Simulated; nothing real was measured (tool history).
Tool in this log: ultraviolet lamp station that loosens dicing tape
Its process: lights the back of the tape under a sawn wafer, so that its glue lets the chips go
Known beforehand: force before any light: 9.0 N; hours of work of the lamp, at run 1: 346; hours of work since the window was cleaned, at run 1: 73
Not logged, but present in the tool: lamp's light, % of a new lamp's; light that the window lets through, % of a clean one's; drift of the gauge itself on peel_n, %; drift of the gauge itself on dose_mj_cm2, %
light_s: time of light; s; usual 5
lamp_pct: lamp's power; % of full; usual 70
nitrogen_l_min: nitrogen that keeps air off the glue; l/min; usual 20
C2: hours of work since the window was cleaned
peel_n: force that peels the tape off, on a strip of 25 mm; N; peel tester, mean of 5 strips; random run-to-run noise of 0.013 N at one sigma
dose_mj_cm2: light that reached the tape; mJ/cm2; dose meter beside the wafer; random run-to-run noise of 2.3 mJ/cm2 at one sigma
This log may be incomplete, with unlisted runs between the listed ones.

{"run": 1, "hour": 0.0, "light_s": 5, "lamp_pct": 70, "nitrogen_l_min": 20, "hours of work of the lamp": 346, "C2": 73, "peel_n": 1.249, "dose_mj_cm2": 152}
{"run": 2, "hour": 29.7, "light_s": 5, "lamp_pct": 70, "nitrogen_l_min": 20, "hours of work of the lamp": 359, "C2": 87, "peel_n": 1.296, "dose_mj_cm2": 144}
{"run": 3, "hour": 78.0, "light_s": 5, "lamp_pct": 70, "nitrogen_l_min": 11, "hours of work of the lamp": 381, "C2": 109, "peel_n": 1.938, "dose_mj_cm2": 140}
{"run": 4, "hour": 120.3, "light_s": 5, "lamp_pct": 70, "nitrogen_l_min": 11, "hours of work of the lamp": 401, "C2": 128, "peel_n": 2.039, "dose_mj_cm2": 135}
{"run": 5, "hour": 142.0, "light_s": 5, "lamp_pct": 70, "nitrogen_l_min": 11, "hours of work of the lamp": 410, "C2": 138, "peel_n": 2.071, "dose_mj_cm2": 137}
{"run": 6, "hour": 176.6, "light_s": 5, "lamp_pct": 70, "nitrogen_l_min": 11, "hours of work of the lamp": 426, "C2": 154, "peel_n": 2.183, "dose_mj_cm2": 138}
{"run": 7, "hour": 216.4, "light_s": 5, "lamp_pct": 70, "nitrogen_l_min": 11, "hours of work of the lamp": 444, "C2": 172, "peel_n": 2.199, "dose_mj_cm2": 131}
{"run": 8, "hour": 236.7, "light_s": 5, "lamp_pct": 70, "nitrogen_l_min": 20, "hours of work of the lamp": 454, "C2": 181, "peel_n": 1.594, "dose_mj_cm2": 129}
{"run": 9, "hour": 268.5, "light_s": 5, "lamp_pct": 70, "nitrogen_l_min": 20, "hours of work of the lamp": 468, "C2": 195, "peel_n": 1.647, "dose_mj_cm2": 126}
{"run": 10, "hour": 289.6, "light_s": 5, "lamp_pct": 70, "nitrogen_l_min": 20, "hours of work of the lamp": 478, "C2": 205, "peel_n": 1.706, "dose_mj_cm2": 120}
{"run": 11, "hour": 310.1, "light_s": 5, "lamp_pct": 70, "nitrogen_l_min": 20, "hours of work of the lamp": 487, "C2": 214, "peel_n": 1.726, "dose_mj_cm2": 122}
{"run": 12, "hour": 335.1, "light_s": 5, "lamp_pct": 70, "nitrogen_l_min": 20, "hours of work of the lamp": 498, "C2": 226, "peel_n": 1.805, "dose_mj_cm2": 122}
{"run": 13, "hour": 358.5, "light_s": 8, "lamp_pct": 70, "nitrogen_l_min": 15, "hours of work of the lamp": 509, "C2": 236, "peel_n": 0.918, "dose_mj_cm2": 187}
{"run": 14, "hour": 382.4, "light_s": 8, "lamp_pct": 92, "nitrogen_l_min": 15, "hours of work of the lamp": 520, "C2": 247, "peel_n": 0.497, "dose_mj_cm2": 245}
{"run": 15, "hour": 428.9, "light_s": 9, "lamp_pct": 60, "nitrogen_l_min": 8, "hours of work of the lamp": 541, "C2": 268, "peel_n": 1.736, "dose_mj_cm2": 174}
{"hour": 469.0, "done": "window cleaned of glue's vapour"}
{"run": 16, "hour": 475.8, "light_s": 7, "lamp_pct": 73, "nitrogen_l_min": 21, "hours of work of the lamp": 562, "C2": 3, "peel_n": 0.822, "dose_mj_cm2": 180}
{"run": 17, "hour": 503.8, "light_s": 7, "lamp_pct": 73, "nitrogen_l_min": 21, "hours of work of the lamp": 575, "C2": 16, "peel_n": 0.854, "dose_mj_cm2": 174}
{"run": 18, "hour": 549.6, "light_s": 7, "lamp_pct": 73, "nitrogen_l_min": 21, "hours of work of the lamp": 596, "C2": 37, "peel_n": 0.924, "dose_mj_cm2": 170}
{"run": 19, "hour": 572.0, "light_s": 7, "lamp_pct": 100, "nitrogen_l_min": 7, "hours of work of the lamp": 606, "C2": 47, "peel_n": 1.161, "dose_mj_cm2": 226}
{"hour": 594.6, "done": "lamp changed"}
{"run": 20, "hour": 618.4, "light_s": 7, "lamp_pct": 100, "nitrogen_l_min": 7, "hours of work of the lamp": 11, "C2": 68, "peel_n": 0.305, "dose_mj_cm2": 399}
{"run": 21, "hour": 657.7, "light_s": 3, "lamp_pct": 96, "nitrogen_l_min": 7, "hours of work of the lamp": 29, "C2": 85, "peel_n": 2.04, "dose_mj_cm2": 162}
{"run": 22, "hour": 696.1, "light_s": 3, "lamp_pct": 95, "nitrogen_l_min": 17, "hours of work of the lamp": 46, "C2": 103, "peel_n": 1.223, "dose_mj_cm2": 153}
{"run": 23, "hour": 720.2, "light_s": 4, "lamp_pct": 99, "nitrogen_l_min": 10, "hours of work of the lamp": 57, "C2": 114, "peel_n": 1.017, "dose_mj_cm2": 215}

Here are 5 independent what-if runs from the current tool condition. What would each one return?
{"run": "A", "hour": 745.7, "light_s": 4, "lamp_pct": 67, "nitrogen_l_min": 10, "hours of work of the lamp": 69, "C2": 125, "peel_n": "?", "dose_mj_cm2": "?"}
{"run": "B", "hour": 745.7, "light_s": 5, "lamp_pct": 99, "nitrogen_l_min": 10, "hours of work of the lamp": 69, "C2": 125, "peel_n": "?", "dose_mj_cm2": "?"}
{"run": "C", "hour": 745.7, "light_s": 5, "lamp_pct": 91, "nitrogen_l_min": 10, "hours of work of the lamp": 69, "C2": 125, "peel_n": "?", "dose_mj_cm2": "?"}
{"run": "D", "hour": 745.7, "light_s": 5, "lamp_pct": 70, "nitrogen_l_min": 24, "hours of work of the lamp": 69, "C2": 125, "peel_n": "?", "dose_mj_cm2": "?"}
{"run": "E", "hour": 745.7, "light_s": 3, "lamp_pct": 70, "nitrogen_l_min": 20, "hours of work of the lamp": 69, "C2": 125, "peel_n": "?", "dose_mj_cm2": "?"}

run=A peel_n=2.075 dose_mj_cm2=142
run=B peel_n=0.594 dose_mj_cm2=264
run=C peel_n=0.729 dose_mj_cm2=245
run=D peel_n=0.639 dose_mj_cm2=187
run=E peel_n=2.025 dose_mj_cm2=116
Without the tool's hidden state the same runs would have given:
run=A peel_n=1.767 dose_mj_cm2=157
run=B peel_n=0.456 dose_mj_cm2=293
run=C peel_n=0.566 dose_mj_cm2=272
run=D peel_n=0.489 dose_mj_cm2=207
run=E peel_n=1.719 dose_mj_cm2=129
